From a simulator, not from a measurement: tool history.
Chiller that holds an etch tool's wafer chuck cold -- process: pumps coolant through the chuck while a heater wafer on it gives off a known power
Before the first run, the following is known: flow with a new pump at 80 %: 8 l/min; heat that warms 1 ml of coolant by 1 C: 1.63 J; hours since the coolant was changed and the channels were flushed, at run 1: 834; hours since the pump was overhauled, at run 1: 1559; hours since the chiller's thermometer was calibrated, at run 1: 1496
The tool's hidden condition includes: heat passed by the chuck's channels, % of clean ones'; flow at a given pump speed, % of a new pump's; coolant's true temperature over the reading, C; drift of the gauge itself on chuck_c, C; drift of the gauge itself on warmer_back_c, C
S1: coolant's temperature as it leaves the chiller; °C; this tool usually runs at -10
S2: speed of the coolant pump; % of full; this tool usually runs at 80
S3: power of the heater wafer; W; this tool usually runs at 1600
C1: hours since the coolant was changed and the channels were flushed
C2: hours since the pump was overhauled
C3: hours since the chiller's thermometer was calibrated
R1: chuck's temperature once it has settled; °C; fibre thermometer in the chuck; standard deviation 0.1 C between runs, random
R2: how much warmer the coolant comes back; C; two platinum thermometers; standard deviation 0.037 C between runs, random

| run | hour | S1 | S2 | S3 | C1 | C2 | C3 | R1 | R2 |
|---|---|---|---|---|---|---|---|---|---|
| 1 | 0.0 | -10 | 80 | 1600 | 834 | 1559 | 1496 | 3.3 | 7.83 |
| 2 | 22.6 | -10 | 80 | 1600 | 857 | 1582 | 1519 | 3.2 | 7.93 |
| 3 | 45.8 | -10 | 80 | 1600 | 880 | 1605 | 1542 | 3.2 | 7.89 |
| 4 | 85.8 | -10 | 80 | 1600 | 920 | 1645 | 1582 | 3.2 | 7.90 |
| 5 | 129.0 | -10 | 80 | 1685 | 963 | 1688 | 1625 | 4.1 | 8.34 |
| 6 | 173.6 | -10 | 80 | 1685 | 1008 | 1733 | 1670 | 4.1 | 8.34 |
| 7 | 218.0 | -10 | 80 | 1685 | 1052 | 1777 | 1714 | 4.0 | 8.38 |
| 8 | 241.6 | -10 | 80 | 1685 | 1075 | 1801 | 1738 | 4.3 | 8.43 |
| 9 | 275.8 | -10 | 80 | 1685 | 1110 | 1835 | 1772 | 4.2 | 8.48 |
| 10 | 310.9 | -10 | 95 | 1600 | 1145 | 1870 | 1807 | 2.0 | 6.70 |
| 11 | 333.8 | -10 | 95 | 1600 | 1168 | 1893 | 1830 | 2.1 | 6.65 |
| 12 | 374.5 | -10 | 95 | 1600 | 1208 | 1934 | 1871 | 1.8 | 6.65 |
| 13 | 399.2 | -10 | 95 | 1600 | 1233 | 1958 | 1895 | 2.0 | 6.73 |
| 14 | 446.6 | -10 | 79 | 1600 | 1281 | 2006 | 1943 | 3.9 | 8.12 |
| 15 | 494.5 | -10 | 80 | 1600 | 1328 | 2054 | 1991 | 3.8 | 8.10 |
| 16 | 514.5 | -10 | 80 | 1600 | 1348 | 2074 | 2011 | 3.9 | 8.05 |
| 17 | 550.2 | -9 | 72 | 1166 | 1384 | 2109 | 2046 | 2.0 | 6.64 |
|  | 554.1 | chiller's thermometer calibrated |
| 18 | 581.8 | -4 | 74 | 1166 | 1415 | 2140 | 28 | 7.0 | 6.33 |
| 19 | 630.1 | -15 | 74 | 926 | 1463 | 2188 | 76 | -5.9 | 5.05 |
| 20 | 650.2 | -15 | 74 | 926 | 1483 | 2208 | 96 | -5.8 | 5.13 |
| 21 | 675.5 | -6 | 80 | 1632 | 1508 | 2234 | 121 | 8.7 | 8.24 |
|  | 710.2 | chiller's thermometer calibrated, once more |
| 22 | 713.7 | -6 | 80 | 1632 | 1546 | 2271 | 3 | 7.7 | 8.34 |
| 23 | 741.3 | -6 | 80 | 1632 | 1573 | 2298 | 31 | 7.7 | 8.21 |
| 24 | 786.2 | -10 | 65 | 981 | 1618 | 2343 | 76 | -0.3 | 6.24 |
| 25 | 812.9 | -10 | 65 | 981 | 1645 | 2370 | 103 | -0.2 | 6.20 |
| 26 | 856.8 | -10 | 67 | 1466 | 1689 | 2414 | 147 | 4.4 | 9.00 |
| 27 | 897.7 | -10 | 62 | 1600 | 1730 | 2455 | 187 | 6.8 | 10.69 |
| 28 | 940.7 | -10 | 62 | 1600 | 1773 | 2498 | 230 | 7.0 | 10.68 |
| 29 | 979.8 | -9 | 62 | 1600 | 1812 | 2537 | 270 | 7.8 | 10.79 |
| 30 | 1010.4 | -13 | 67 | 1618 | 1842 | 2568 | 300 | 3.0 | 10.03 |
| 31 | 1052.9 | -19 | 66 | 825 | 1885 | 2610 | 343 | -10.6 | 5.18 |

Across each entry between runs, compare the hidden state at the last listed run before it with the hidden state at the first listed run after it:
Logged between run 17 and run 18: chiller's thermometer calibrated (hour 554.1)
  heat passed by the chuck's channels, % of clean ones': 92.2 -> 92; flow at a given pump speed, % of a new pump's: 91.2 -> 91; coolant's true temperature over the reading, C: 0.62 -> 0.86
  the result without the hidden state subtracted from the measured one, R1: +1.7 -> +2.0 °C; R2: +0.58 -> +0.57 C
Logged between run 21 and run 22: chiller's thermometer calibrated, once more (hour 710.2)
  heat passed by the chuck's channels, % of clean ones': 91.5 -> 91.3; flow at a given pump speed, % of a new pump's: 90.7 -> 90.6; coolant's true temperature over the reading, C: 0.89 -> 0.04
  the result without the hidden state subtracted from the measured one, R1: +2.6 -> +1.7 °C; R2: +0.77 -> +0.79 C
